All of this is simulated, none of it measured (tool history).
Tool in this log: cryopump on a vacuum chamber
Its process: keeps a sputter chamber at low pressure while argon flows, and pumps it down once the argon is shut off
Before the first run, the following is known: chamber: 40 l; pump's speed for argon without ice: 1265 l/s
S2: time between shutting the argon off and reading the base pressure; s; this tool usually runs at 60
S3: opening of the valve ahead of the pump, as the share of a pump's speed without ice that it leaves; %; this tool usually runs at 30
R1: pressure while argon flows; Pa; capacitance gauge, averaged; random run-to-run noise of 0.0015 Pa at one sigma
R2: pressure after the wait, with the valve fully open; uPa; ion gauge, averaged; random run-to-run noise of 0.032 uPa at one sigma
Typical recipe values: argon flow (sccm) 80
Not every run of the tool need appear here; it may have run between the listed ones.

Run 1, day 0.000: usual settings. Result: R1 0.3751 Pa, R2 2.58 uPa.
Run 2, day 0.967: usual settings. Result: R1 0.3726 Pa, R2 2.63 uPa.
Run 3, day 2.988: usual settings. Result: R1 0.3764 Pa, R2 2.87 uPa.
Run 4, day 4.583: usual settings but argon flow (sccm) 42. Result: R1 0.2005 Pa, R2 2.99 uPa.
Run 5, day 6.775: usual settings but argon flow (sccm) 42. Result: R1 0.2000 Pa, R2 2.98 uPa.
Run 6, day 7.979: usual settings but argon flow (sccm) 42. Result: R1 0.2007 Pa, R2 3.14 uPa.
Run 7, day 9.388: usual settings but argon flow (sccm) 56. Result: R1 0.2706 Pa, R2 3.27 uPa.
Run 8, day 11.404: usual settings but argon flow (sccm) 56. Result: R1 0.2749 Pa, R2 3.48 uPa.
Run 9, day 12.633: usual settings but argon flow (sccm) 56. Result: R1 0.2733 Pa, R2 3.66 uPa.
Run 10, day 14.388: usual settings but argon flow (sccm) 56, S2 47 s. Result: R1 0.2777 Pa, R2 4.00 uPa.
At day 14.842: pump warmed up, emptied and cooled again.
Run 11, day 16.667: usual settings but argon flow (sccm) 56, S2 47 s. Result: R1 0.2512 Pa, R2 3.66 uPa.
Run 12, day 18.496: usual settings but argon flow (sccm) 56, S2 47 s. Result: R1 0.2548 Pa, R2 3.85 uPa.
Run 13, day 19.996: usual settings but argon flow (sccm) 56, S2 47 s. Result: R1 0.2552 Pa, R2 3.85 uPa.
Run 14, day 21.579: usual settings but argon flow (sccm) 56, S2 47 s. Result: R1 0.2553 Pa, R2 3.87 uPa.
Run 15, day 22.892: usual settings but argon flow (sccm) 56, S2 47 s. Result: R1 0.2561 Pa, R2 3.93 uPa.
Run 16, day 23.833: usual settings. Result: R1 0.3694 Pa, R2 3.76 uPa.
Run 17, day 25.075: usual settings but argon flow (sccm) 92, S2 253 s, S3 26 %. Result: R1 0.4877 Pa, R2 2.68 uPa.
Run 18, day 27.083: usual settings but argon flow (sccm) 92, S2 253 s, S3 26 %. Result: R1 0.4909 Pa, R2 2.98 uPa.
Run 19, day 29.217: usual settings but argon flow (sccm) 135, S2 50 s, S3 26 %. Result: R1 0.7246 Pa, R2 4.50 uPa.
Run 20, day 31.096: usual settings but argon flow (sccm) 49, S2 58 s. Result: R1 0.2325 Pa, R2 4.44 uPa.
Run 21, day 32.646: usual settings but argon flow (sccm) 133, S2 252 s, S3 20 %. Result: R1 0.9348 Pa, R2 3.30 uPa.
Run 22, day 34.321: usual settings but argon flow (sccm) 133, S2 252 s, S3 16 %. Result: R1 1.1545 Pa, R2 3.50 uPa.
Run 23, day 35.462: usual settings but argon flow (sccm) 133, S2 80 s, S3 36 %. Result: R1 0.5416 Pa, R2 4.49 uPa.
Run 24, day 36.808: usual settings but argon flow (sccm) 127, S2 28 s, S3 27 %. Result: R1 0.6794 Pa, R2 6.44 uPa.
Run 25, day 38.754: usual settings but argon flow (sccm) 53. Result: R1 0.2570 Pa, R2 5.09 uPa.
Run 26, day 40.475: usual settings but argon flow (sccm) 53, S2 129 s, S3 23 %. Result: R1 0.3311 Pa, R2 4.41 uPa.
Run 27, day 42.575: usual settings but argon flow (sccm) 124, S2 129 s, S3 28 %. Result: R1 0.6513 Pa, R2 4.74 uPa.
At day 43.858: pump warmed up, emptied and cooled again.
Run 28, day 43.883: usual settings but S2 54 s, S3 28 %. Result: R1 0.3850 Pa, R2 4.70 uPa.
At day 44.154: leaking fittings of the chamber tightened, without venting.
Run 29, day 44.942: usual settings but argon flow (sccm) 56, S2 28 s. Result: R1 0.2531 Pa, R2 3.45 uPa.
Run 30, day 46.142: usual settings but argon flow (sccm) 56, S2 28 s. Result: R1 0.2533 Pa, R2 3.37 uPa.
Run 31, day 47.188: usual settings but argon flow (sccm) 56, S2 104 s, S3 58 %. Result: R1 0.1337 Pa, R2 1.33 uPa.
Run 32, day 48.308: usual settings but argon flow (sccm) 56, S2 104 s, S3 58 %. Result: R1 0.1351 Pa, R2 1.37 uPa.

Each row is a separate what-if for the run after 32, all from the same tool condition, not one after another. Results?
Run A, day 49.954: usual settings but S2 96 s. Result: R1 ?, R2 ?.
Run B, day 49.954: usual settings but argon flow (sccm) 56, S2 84 s, S3 58 %. Result: R1 ?, R2 ?.
Run C, day 49.954: usual settings but S2 175 s, S3 55 %. Result: R1 ?, R2 ?.
Run D, day 49.954: usual settings but argon flow (sccm) 56, S2 104 s, S3 51 %. Result: R1 ?, R2 ?.
Run E, day 49.954: usual settings but S3 26 %. Result: R1 ?, R2 ?.

run      R1    R2
  A  0.3639  1.50
  B  0.1370  1.63
  C  0.2025  1.12
  D  0.1543  1.37
  E  0.4206  2.03
Had the tool no hidden state, the same runs would have come out as:
run      R1    R2
  A  0.3536  1.13
  B  0.1298  1.26
  C  0.1922  0.75
  D  0.1470  1.01
  E  0.4102  1.66
